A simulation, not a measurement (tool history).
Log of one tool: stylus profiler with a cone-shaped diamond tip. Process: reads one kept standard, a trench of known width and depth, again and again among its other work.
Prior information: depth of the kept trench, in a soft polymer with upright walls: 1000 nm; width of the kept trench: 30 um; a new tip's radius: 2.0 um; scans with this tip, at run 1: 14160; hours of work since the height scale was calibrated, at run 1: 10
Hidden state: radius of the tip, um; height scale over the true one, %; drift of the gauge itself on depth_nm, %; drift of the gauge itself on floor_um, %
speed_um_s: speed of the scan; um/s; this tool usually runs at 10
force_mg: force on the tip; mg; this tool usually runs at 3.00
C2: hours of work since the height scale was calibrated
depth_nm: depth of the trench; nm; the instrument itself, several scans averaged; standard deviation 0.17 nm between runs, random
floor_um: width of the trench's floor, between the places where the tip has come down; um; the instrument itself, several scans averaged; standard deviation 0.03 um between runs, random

run 1 hour=0.0 | speed_um_s=10 force_mg=3.00 | scans_with_this_tip=14160 C2=10 | depth_nm=1016.71 floor_um=26.43
run 2 hour=61.5 | speed_um_s=10 force_mg=3.00 | scans_with_this_tip=14663 C2=54 | depth_nm=1016.71 floor_um=26.45
-- hour=196.1 new tip fitted, height scale calibrated
run 3 hour=196.1 | speed_um_s=2 force_mg=3.00 | scans_with_this_tip=0 C2=0 | depth_nm=1016.75 floor_um=26.54
run 4 hour=298.1 | speed_um_s=2 force_mg=3.00 | scans_with_this_tip=833 C2=72 | depth_nm=1016.61 floor_um=26.52
run 5 hour=425.6 | speed_um_s=10 force_mg=3.00 | scans_with_this_tip=1875 C2=163 | depth_nm=1016.66 floor_um=26.48
run 6 hour=552.4 | speed_um_s=10 force_mg=2.55 | scans_with_this_tip=2911 C2=253 | depth_nm=1014.83 floor_um=26.46
run 7 hour=653.5 | speed_um_s=10 force_mg=2.47 | scans_with_this_tip=3737 C2=324 | depth_nm=1014.58 floor_um=26.49
run 8 hour=783.4 | speed_um_s=10 force_mg=1.58 | scans_with_this_tip=4799 C2=417 | depth_nm=1010.86 floor_um=26.44
run 9 hour=910.2 | speed_um_s=10 force_mg=3.00 | scans_with_this_tip=5835 C2=507 | depth_nm=1016.79 floor_um=26.45
run 10 hour=970.5 | speed_um_s=10 force_mg=3.00 | scans_with_this_tip=6328 C2=549 | depth_nm=1016.25 floor_um=26.50
run 11 hour=1061.5 | speed_um_s=10 force_mg=3.00 | scans_with_this_tip=7072 C2=614 | depth_nm=1016.76 floor_um=26.49
run 12 hour=1137.9 | speed_um_s=10 force_mg=3.00 | scans_with_this_tip=7696 C2=668 | depth_nm=1016.58 floor_um=26.50
run 13 hour=1205.1 | speed_um_s=10 force_mg=3.26 | scans_with_this_tip=8245 C2=716 | depth_nm=1017.48 floor_um=26.52
run 14 hour=1312.6 | speed_um_s=10 force_mg=3.26 | scans_with_this_tip=9124 C2=792 | depth_nm=1017.27 floor_um=26.53
run 15 hour=1374.1 | speed_um_s=10 force_mg=3.26 | scans_with_this_tip=9626 C2=836 | depth_nm=1017.26 floor_um=26.45
run 16 hour=1500.7 | speed_um_s=10 force_mg=3.00 | scans_with_this_tip=10661 C2=925 | depth_nm=1016.73 floor_um=26.49
run 17 hour=1631.8 | speed_um_s=10 force_mg=3.00 | scans_with_this_tip=11733 C2=1018 | depth_nm=1016.49 floor_um=26.49
run 18 hour=1752.6 | speed_um_s=10 force_mg=3.00 | scans_with_this_tip=12720 C2=1104 | depth_nm=1016.49 floor_um=26.49
run 19 hour=1878.8 | speed_um_s=11 force_mg=3.00 | scans_with_this_tip=13751 C2=1194 | depth_nm=1016.58 floor_um=26.48
-- hour=1920.0 height scale calibrated on a step standard
run 20 hour=1940.1 | speed_um_s=11 force_mg=3.00 | scans_with_this_tip=14248 C2=14 | depth_nm=1016.59 floor_um=26.47
run 21 hour=2060.7 | speed_um_s=11 force_mg=3.00 | scans_with_this_tip=15233 C2=100 | depth_nm=1016.61 floor_um=26.44
-- hour=2128.1 new tip fitted, height scale calibrated
run 22 hour=2160.4 | speed_um_s=11 force_mg=3.00 | scans_with_this_tip=264 C2=23 | depth_nm=1016.54 floor_um=26.48

Expected results for the next run?
run 23 hour=2261.4 | speed_um_s=11 force_mg=3.00 | scans_with_this_tip=1089 C2=95 | depth_nm=? floor_um=?

depth_nm: 1016.55 nm
floor_um: 26.43 um
Had the tool carried no hidden state, the very same run would have given depth_nm 1016.54 nm, floor_um 26.43 um.

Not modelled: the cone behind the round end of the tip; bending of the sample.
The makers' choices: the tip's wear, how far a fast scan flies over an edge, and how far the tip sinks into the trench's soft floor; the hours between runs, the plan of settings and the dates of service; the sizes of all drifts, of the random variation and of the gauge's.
